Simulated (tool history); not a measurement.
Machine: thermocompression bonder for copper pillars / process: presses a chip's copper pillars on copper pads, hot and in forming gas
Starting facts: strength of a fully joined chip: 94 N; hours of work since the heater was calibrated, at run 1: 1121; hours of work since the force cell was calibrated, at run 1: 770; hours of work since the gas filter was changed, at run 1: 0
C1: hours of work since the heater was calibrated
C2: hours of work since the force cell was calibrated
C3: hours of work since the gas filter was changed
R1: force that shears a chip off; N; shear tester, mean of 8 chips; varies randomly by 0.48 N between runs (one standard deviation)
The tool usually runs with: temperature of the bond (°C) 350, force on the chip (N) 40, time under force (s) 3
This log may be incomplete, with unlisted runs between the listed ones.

{"run": 1, "day": 0.0, "temperature of the bond (°C)": 350, "force on the chip (N)": 40, "time under force (s)": 3, "C1": 1121, "C2": 770, "C3": 0, "R1": 58.8}
{"run": 2, "day": 3.671, "temperature of the bond (°C)": 350, "force on the chip (N)": 40, "time under force (s)": 3, "C1": 1157, "C2": 807, "C3": 36, "R1": 58.8}
{"run": 3, "day": 6.921, "temperature of the bond (°C)": 350, "force on the chip (N)": 40, "time under force (s)": 3, "C1": 1189, "C2": 839, "C3": 68, "R1": 58.7}
{"run": 4, "day": 9.462, "temperature of the bond (°C)": 371, "force on the chip (N)": 40, "time under force (s)": 3, "C1": 1214, "C2": 864, "C3": 93, "R1": 70.3}
{"run": 5, "day": 12.225, "temperature of the bond (°C)": 371, "force on the chip (N)": 40, "time under force (s)": 3, "C1": 1241, "C2": 891, "C3": 120, "R1": 69.4}
{"run": 6, "day": 14.338, "temperature of the bond (°C)": 371, "force on the chip (N)": 40, "time under force (s)": 3, "C1": 1262, "C2": 912, "C3": 141, "R1": 68.8}
{"run": 7, "day": 17.329, "temperature of the bond (°C)": 369, "force on the chip (N)": 40, "time under force (s)": 3, "C1": 1291, "C2": 941, "C3": 171, "R1": 68.0}
{"run": 8, "day": 19.333, "temperature of the bond (°C)": 342, "force on the chip (N)": 40, "time under force (s)": 3, "C1": 1311, "C2": 961, "C3": 190, "R1": 52.6}
{"day": 19.646, "done": "heater calibrated with a thermocouple chip"}
{"run": 9, "day": 22.171, "temperature of the bond (°C)": 342, "force on the chip (N)": 40, "time under force (s)": 3, "C1": 25, "C2": 988, "C3": 217, "R1": 50.3}
{"day": 25.308, "done": "forming gas filter changed"}
{"run": 10, "day": 25.908, "temperature of the bond (°C)": 350, "force on the chip (N)": 40, "time under force (s)": 3, "C1": 61, "C2": 1024, "C3": 6, "R1": 55.0}
{"run": 11, "day": 29.083, "temperature of the bond (°C)": 350, "force on the chip (N)": 40, "time under force (s)": 4, "C1": 93, "C2": 1056, "C3": 37, "R1": 59.7}
{"run": 12, "day": 32.867, "temperature of the bond (°C)": 350, "force on the chip (N)": 40, "time under force (s)": 4, "C1": 130, "C2": 1093, "C3": 74, "R1": 60.1}
{"run": 13, "day": 34.862, "temperature of the bond (°C)": 350, "force on the chip (N)": 30, "time under force (s)": 3, "C1": 150, "C2": 1113, "C3": 94, "R1": 45.2}
{"run": 14, "day": 36.638, "temperature of the bond (°C)": 323, "force on the chip (N)": 30, "time under force (s)": 4, "C1": 167, "C2": 1130, "C3": 112, "R1": 36.1}
{"run": 15, "day": 39.279, "temperature of the bond (°C)": 350, "force on the chip (N)": 29, "time under force (s)": 8, "C1": 193, "C2": 1156, "C3": 138, "R1": 60.5}
{"day": 39.754, "done": "heater calibrated with a thermocouple chip, once more"}
{"run": 16, "day": 43.083, "temperature of the bond (°C)": 350, "force on the chip (N)": 29, "time under force (s)": 8, "C1": 33, "C2": 1193, "C3": 174, "R1": 67.9}
{"run": 17, "day": 46.375, "temperature of the bond (°C)": 350, "force on the chip (N)": 37, "time under force (s)": 3, "C1": 65, "C2": 1225, "C3": 207, "R1": 59.0}
{"run": 18, "day": 49.429, "temperature of the bond (°C)": 321, "force on the chip (N)": 51, "time under force (s)": 2, "C1": 95, "C2": 1255, "C3": 237, "R1": 47.8}
{"day": 50.55, "done": "forming gas filter changed"}
{"run": 19, "day": 52.633, "temperature of the bond (°C)": 333, "force on the chip (N)": 40, "time under force (s)": 4, "C1": 127, "C2": 1286, "C3": 20, "R1": 58.7}
{"run": 20, "day": 56.329, "temperature of the bond (°C)": 329, "force on the chip (N)": 49, "time under force (s)": 3, "C1": 163, "C2": 1323, "C3": 57, "R1": 58.6}
{"run": 21, "day": 58.871, "temperature of the bond (°C)": 338, "force on the chip (N)": 35, "time under force (s)": 2, "C1": 188, "C2": 1348, "C3": 82, "R1": 45.5}
{"run": 22, "day": 60.996, "temperature of the bond (°C)": 377, "force on the chip (N)": 32, "time under force (s)": 4, "C1": 209, "C2": 1369, "C3": 103, "R1": 73.4}
{"run": 23, "day": 64.042, "temperature of the bond (°C)": 363, "force on the chip (N)": 57, "time under force (s)": 6, "C1": 239, "C2": 1399, "C3": 133, "R1": 85.5}

Each row is a separate what-if for the run after 23, all from the same tool condition, not one after another. Results?
{"run": "A", "day": 65.671, "temperature of the bond (°C)": 320, "force on the chip (N)": 39, "time under force (s)": 3, "C1": 255, "C2": 1415, "C3": 149, "R1": "?"}
{"run": "B", "day": 65.671, "temperature of the bond (°C)": 358, "force on the chip (N)": 53, "time under force (s)": 3, "C1": 255, "C2": 1415, "C3": 149, "R1": "?"}
{"run": "C", "day": 65.671, "temperature of the bond (°C)": 331, "force on the chip (N)": 29, "time under force (s)": 6, "C1": 255, "C2": 1415, "C3": 149, "R1": "?"}

run=A R1=44.4
run=B R1=75.6
run=C R1=52.6
With no hidden state in the tool, these same runs would have given:
run=A R1=45.3
run=B R1=76.9
run=C R1=53.6
